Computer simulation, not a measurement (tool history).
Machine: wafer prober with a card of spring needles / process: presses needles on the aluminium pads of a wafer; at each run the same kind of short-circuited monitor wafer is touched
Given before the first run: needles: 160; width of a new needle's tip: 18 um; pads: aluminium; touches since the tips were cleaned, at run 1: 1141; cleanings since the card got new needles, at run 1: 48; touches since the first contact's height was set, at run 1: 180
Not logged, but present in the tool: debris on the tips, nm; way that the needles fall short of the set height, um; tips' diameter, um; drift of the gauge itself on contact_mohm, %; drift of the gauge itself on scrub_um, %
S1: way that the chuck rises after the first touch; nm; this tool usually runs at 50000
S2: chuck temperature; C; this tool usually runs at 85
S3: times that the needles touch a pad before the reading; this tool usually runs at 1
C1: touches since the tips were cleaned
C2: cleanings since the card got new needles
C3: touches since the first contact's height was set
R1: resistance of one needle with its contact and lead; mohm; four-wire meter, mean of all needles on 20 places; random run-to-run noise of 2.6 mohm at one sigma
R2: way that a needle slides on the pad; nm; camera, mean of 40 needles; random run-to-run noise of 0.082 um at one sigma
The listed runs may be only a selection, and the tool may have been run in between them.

run	hour	S1	S2	S3	C1	C2	C3	R1	R2
1	0.0	50000	85	1	1141	48	180	322	8200
# hour 8.9: tips cleaned on abrasive film
2	9.8	50000	85	1	275	49	3321	304	8190
# hour 21.4: tips cleaned on abrasive film
3	22.3	50000	85	1	274	50	7353	305	8060
# hour 34.0: tips cleaned on abrasive film
4	40.4	50000	85	1	2101	51	13224	332	8100
# hour 46.8: tips cleaned on abrasive film
5	53.1	50000	85	1	2053	52	17313	330	8170
# hour 59.4: tips cleaned on abrasive film
6	64.5	50000	85	1	1642	53	20977	328	8220
# hour 72.4: tips cleaned on abrasive film
7	79.7	37000	85	1	2370	54	25897	368	5970
# hour 84.9: tips cleaned on abrasive film
8	96.2	42000	85	1	3682	55	31223	368	6810
# hour 97.4: tips cleaned on abrasive film
# hour 109.3: tips cleaned on abrasive film
9	117.2	50000	35	1	2560	57	37978	323	8290
# hour 122.3: tips cleaned on abrasive film
10	127.1	50000	85	2	1550	58	41163	320	8150
# hour 134.9: tips cleaned on abrasive film
11	136.8	50000	85	2	621	59	44287	312	7920
12	146.5	50000	85	2	3780	59	47446	325	8170
# hour 147.8: tips cleaned on abrasive film
# hour 160.7: tips cleaned on abrasive film
13	161.8	50000	85	2	349	61	52336	303	7990
# hour 174.2: tips cleaned on abrasive film
14	180.2	40000	85	1	1950	62	58284	359	6470
# hour 186.2: tips cleaned on abrasive film
15	190.2	31000	85	1	1294	63	61493	376	4810
# hour 198.3: tips cleaned on abrasive film
16	207.1	31000	85	1	2866	64	66962	429	4850
# hour 210.3: tips cleaned on abrasive film
17	217.6	36000	85	1	2394	65	70348	383	5650
# hour 222.3: tips cleaned on abrasive film
18	229.9	70000	85	1	2481	66	74320	315	11440
# hour 234.7: tips cleaned on abrasive film
19	244.1	70000	85	1	3078	67	78896	308	11380
# hour 247.5: tips cleaned on abrasive film
20	259.3	37000	41	1	3838	68	83790	394	5860
# hour 261.0: tips cleaned on abrasive film
# hour 273.5: tips cleaned on abrasive film
21	274.7	38000	85	2	376	70	88721	321	6040
# hour 285.7: tips cleaned on abrasive film
22	295.3	38000	85	2	3109	71	95398	354	6020
# hour 298.7: tips cleaned on abrasive film
23	306.4	39000	45	3	2491	72	98958	321	6140
# hour 311.0: tips cleaned on abrasive film
24	316.1	50000	101	1	1669	73	102100	335	7920
# hour 324.3: tips cleaned on abrasive film
25	333.9	50000	109	2	3102	74	107829	336	7870
# hour 337.4: tips cleaned on abrasive film
26	345.6	50000	109	2	2683	75	111616	330	7760
# hour 350.3: tips cleaned on abrasive film
27	356.8	52000	70	2	2085	76	115204	318	8060
# hour 362.3: tips cleaned on abrasive film
28	370.0	42000	34	3	2516	77	119489	310	6630
# hour 374.3: tips cleaned on abrasive film
# hour 386.5: tips cleaned on abrasive film
29	390.6	50000	85	1	1337	79	126100	327	7760
# hour 399.9: tips cleaned on abrasive film
30	401.2	50000	85	1	422	80	129511	311	7780
# hour 411.9: tips cleaned on abrasive film
31	416.8	48000	80	1	1572	81	134547	333	7230
# hour 425.2: tips cleaned on abrasive film
32	433.6	64000	29	2	2739	82	139993	297	10000

Take each entry between the runs: how does the hidden state at the last listed run before it differ from the hidden state at the first listed run after it?
From run 1 to run 2: tips cleaned on abrasive film (hour 8.9)
  debris on the tips, nm: 39.7 -> 14.4; way that the needles fall short of the set height, um: 0 -> 0.08; tips' diameter, um: 19.29 -> 19.32
  what was measured, less what the result would be without the hidden state, R1: +21 -> +8 mohm; R2: +0 -> -10 nm
From run 2 to run 3: tips cleaned on abrasive film (hour 21.4)
  debris on the tips, nm: 14.4 -> 12.6; way that the needles fall short of the set height, um: 0.08 -> 0.18; tips' diameter, um: 19.32 -> 19.35
  what was measured, less what the result would be without the hidden state, R1: +8 -> +8 mohm; R2: -10 -> -30 nm
From run 3 to run 4: tips cleaned on abrasive film (hour 34.0)
  debris on the tips, nm: 12.6 -> 65.7; way that the needles fall short of the set height, um: 0.18 -> 0.28; tips' diameter, um: 19.35 -> 19.38
  what was measured, less what the result would be without the hidden state, R1: +8 -> +35 mohm; R2: -30 -> -40 nm
From run 4 to run 5: tips cleaned on abrasive film (hour 46.8)
  debris on the tips, nm: 65.7 -> 61.5; way that the needles fall short of the set height, um: 0.28 -> 0.36; tips' diameter, um: 19.38 -> 19.41
  what was measured, less what the result would be without the hidden state, R1: +35 -> +32 mohm; R2: -40 -> -60 nm
From run 5 to run 6: tips cleaned on abrasive film (hour 59.4)
  debris on the tips, nm: 61.5 -> 60.2; way that the needles fall short of the set height, um: 0.36 -> 0.44; tips' diameter, um: 19.41 -> 19.44
  what was measured, less what the result would be without the hidden state, R1: +32 -> +32 mohm; R2: -60 -> -70 nm
From run 6 to run 7: tips cleaned on abrasive film (hour 72.4)
  debris on the tips, nm: 60.2 -> 67.2; way that the needles fall short of the set height, um: 0.44 -> 0.52; tips' diameter, um: 19.44 -> 19.47
  what was measured, less what the result would be without the hidden state, R1: +32 -> +63 mohm; R2: -70 -> -80 nm
From run 7 to run 8: tips cleaned on abrasive film (hour 84.9)
  debris on the tips, nm: 67.2 -> 92.3; way that the needles fall short of the set height, um: 0.52 -> 0.61; tips' diameter, um: 19.47 -> 19.5
  what was measured, less what the result would be without the hidden state, R1: +63 -> +67 mohm; R2: -80 -> -100 nm
From run 8 to run 9: tips cleaned on abrasive film (hour 97.4); tips cleaned on abrasive film (hour 109.3)
  debris on the tips, nm: 92.3 -> 79.8; way that the needles fall short of the set height, um: 0.61 -> 0.76; tips' diameter, um: 19.5 -> 19.55
  what was measured, less what the result would be without the hidden state, R1: +67 -> +45 mohm; R2: -100 -> -120 nm
From run 9 to run 10: tips cleaned on abrasive film (hour 122.3)
  debris on the tips, nm: 79.8 -> 53.1; way that the needles fall short of the set height, um: 0.76 -> 0.81; tips' diameter, um: 19.55 -> 19.57
  what was measured, less what the result would be without the hidden state, R1: +45 -> +19 mohm; R2: -120 -> -130 nm
From run 10 to run 11: tips cleaned on abrasive film (hour 134.9)
  debris on the tips, nm: 53.1 -> 24.2; way that the needles fall short of the set height, um: 0.81 -> 0.91; tips' diameter, um: 19.57 -> 19.61
  what was measured, less what the result would be without the hidden state, R1: +19 -> +9 mohm; R2: -130 -> -150 nm
From run 12 to run 13: tips cleaned on abrasive film (hour 147.8); tips cleaned on abrasive film (hour 160.7)
  debris on the tips, nm: 91.4 -> 20.1; way that the needles fall short of the set height, um: 0.91 -> 1.07; tips' diameter, um: 19.61 -> 19.66
  what was measured, less what the result would be without the hidden state, R1: +30 -> +8 mohm; R2: -150 -> -170 nm
From run 13 to run 14: tips cleaned on abrasive film (hour 174.2)
  debris on the tips, nm: 20.1 -> 64.6; way that the needles fall short of the set height, um: 1.07 -> 1.15; tips' diameter, um: 19.66 -> 19.69
  what was measured, less what the result would be without the hidden state, R1: +8 -> +56 mohm; R2: -170 -> -190 nm
From run 14 to run 15: tips cleaned on abrasive film (hour 186.2)
  debris on the tips, nm: 64.6 -> 48.8; way that the needles fall short of the set height, um: 1.15 -> 1.22; tips' diameter, um: 19.69 -> 19.71
  what was measured, less what the result would be without the hidden state, R1: +56 -> +69 mohm; R2: -190 -> -200 nm
From run 15 to run 16: tips cleaned on abrasive film (hour 198.3)
  debris on the tips, nm: 48.8 -> 79.8; way that the needles fall short of the set height, um: 1.22 -> 1.29; tips' diameter, um: 19.71 -> 19.74
  what was measured, less what the result would be without the hidden state, R1: +69 -> +114 mohm; R2: -200 -> -210 nm
From run 16 to run 17: tips cleaned on abrasive film (hour 210.3)
  debris on the tips, nm: 79.8 -> 74.2; way that the needles fall short of the set height, um: 1.29 -> 1.37; tips' diameter, um: 19.74 -> 19.77
  what was measured, less what the result would be without the hidden state, R1: +114 -> +79 mohm; R2: -210 -> -230 nm
From run 17 to run 18: tips cleaned on abrasive film (hour 222.3)
  debris on the tips, nm: 74.2 -> 74.1; way that the needles fall short of the set height, um: 1.37 -> 1.43; tips' diameter, um: 19.77 -> 19.79
  what was measured, less what the result would be without the hidden state, R1: +79 -> +23 mohm; R2: -230 -> -240 nm
From run 18 to run 19: tips cleaned on abrasive film (hour 234.7)
  debris on the tips, nm: 74.1 -> 83.7; way that the needles fall short of the set height, um: 1.43 -> 1.53; tips' diameter, um: 19.79 -> 19.82
  what was measured, less what the result would be without the hidden state, R1: +23 -> +25 mohm; R2: -240 -> -250 nm
From run 19 to run 20: tips cleaned on abrasive film (hour 247.5)
  debris on the tips, nm: 83.7 -> 94.9; way that the needles fall short of the set height, um: 1.53 -> 1.61; tips' diameter, um: 19.82 -> 19.85
  what was measured, less what the result would be without the hidden state, R1: +25 -> +104 mohm; R2: -250 -> -270 nm
From run 20 to run 21: tips cleaned on abrasive film (hour 261.0); tips cleaned on abrasive film (hour 273.5)
  debris on the tips, nm: 94.9 -> 21.4; way that the needles fall short of the set height, um: 1.61 -> 1.78; tips' diameter, um: 19.85 -> 19.91
  what was measured, less what the result would be without the hidden state, R1: +104 -> +16 mohm; R2: -270 -> -300 nm
From run 21 to run 22: tips cleaned on abrasive film (hour 285.7)
  debris on the tips, nm: 21.4 -> 82.9; way that the needles fall short of the set height, um: 1.78 -> 1.84; tips' diameter, um: 19.91 -> 19.93
  what was measured, less what the result would be without the hidden state, R1: +16 -> +51 mohm; R2: -300 -> -300 nm
From run 22 to run 23: tips cleaned on abrasive film (hour 298.7)
  debris on the tips, nm: 82.9 -> 76.2; way that the needles fall short of the set height, um: 1.84 -> 1.92; tips' diameter, um: 19.93 -> 19.96
  what was measured, less what the result would be without the hidden state, R1: +51 -> +30 mohm; R2: -300 -> -310 nm
From run 23 to run 24: tips cleaned on abrasive film (hour 311.0)
  debris on the tips, nm: 76.2 -> 53.3; way that the needles fall short of the set height, um: 1.92 -> 2; tips' diameter, um: 19.96 -> 19.99
  what was measured, less what the result would be without the hidden state, R1: +30 -> +32 mohm; R2: -310 -> -330 nm
From run 24 to run 25: tips cleaned on abrasive film (hour 324.3)
  debris on the tips, nm: 53.3 -> 85.4; way that the needles fall short of the set height, um: 2 -> 2.07; tips' diameter, um: 19.99 -> 20.01
  what was measured, less what the result would be without the hidden state, R1: +32 -> +30 mohm; R2: -330 -> -340 nm
From run 25 to run 26: tips cleaned on abrasive film (hour 337.4)
  debris on the tips, nm: 85.4 -> 72.7; way that the needles fall short of the set height, um: 2.07 -> 2.13; tips' diameter, um: 20.01 -> 20.03
  what was measured, less what the result would be without the hidden state, R1: +30 -> +27 mohm; R2: -340 -> -350 nm
From run 26 to run 27: tips cleaned on abrasive film (hour 350.3)
  debris on the tips, nm: 72.7 -> 64.6; way that the needles fall short of the set height, um: 2.13 -> 2.2; tips' diameter, um: 20.03 -> 20.06
  what was measured, less what the result would be without the hidden state, R1: +27 -> +24 mohm; R2: -350 -> -360 nm
From run 27 to run 28: tips cleaned on abrasive film (hour 362.3)
  debris on the tips, nm: 64.6 -> 74.8; way that the needles fall short of the set height, um: 2.2 -> 2.27; tips' diameter, um: 20.06 -> 20.08
  what was measured, less what the result would be without the hidden state, R1: +24 -> +27 mohm; R2: -360 -> -380 nm
From run 28 to run 29: tips cleaned on abrasive film (hour 374.3); tips cleaned on abrasive film (hour 386.5)
  debris on the tips, nm: 74.8 -> 49.2; way that the needles fall short of the set height, um: 2.27 -> 2.46; tips' diameter, um: 20.08 -> 20.15
  what was measured, less what the result would be without the hidden state, R1: +27 -> +31 mohm; R2: -380 -> -410 nm
From run 29 to run 30: tips cleaned on abrasive film (hour 399.9)
  debris on the tips, nm: 49.2 -> 19.5; way that the needles fall short of the set height, um: 2.46 -> 2.54; tips' diameter, um: 20.15 -> 20.18
  what was measured, less what the result would be without the hidden state, R1: +31 -> +15 mohm; R2: -410 -> -420 nm
From run 30 to run 31: tips cleaned on abrasive film (hour 411.9)
  debris on the tips, nm: 19.5 -> 50.8; way that the needles fall short of the set height, um: 2.54 -> 2.62; tips' diameter, um: 20.18 -> 20.2
  what was measured, less what the result would be without the hidden state, R1: +15 -> +36 mohm; R2: -420 -> -430 nm
From run 31 to run 32: tips cleaned on abrasive film (hour 425.2)
  debris on the tips, nm: 50.8 -> 74.6; way that the needles fall short of the set height, um: 2.62 -> 2.68; tips' diameter, um: 20.2 -> 20.23
  what was measured, less what the result would be without the hidden state, R1: +36 -> +20 mohm; R2: -430 -> -440 nm

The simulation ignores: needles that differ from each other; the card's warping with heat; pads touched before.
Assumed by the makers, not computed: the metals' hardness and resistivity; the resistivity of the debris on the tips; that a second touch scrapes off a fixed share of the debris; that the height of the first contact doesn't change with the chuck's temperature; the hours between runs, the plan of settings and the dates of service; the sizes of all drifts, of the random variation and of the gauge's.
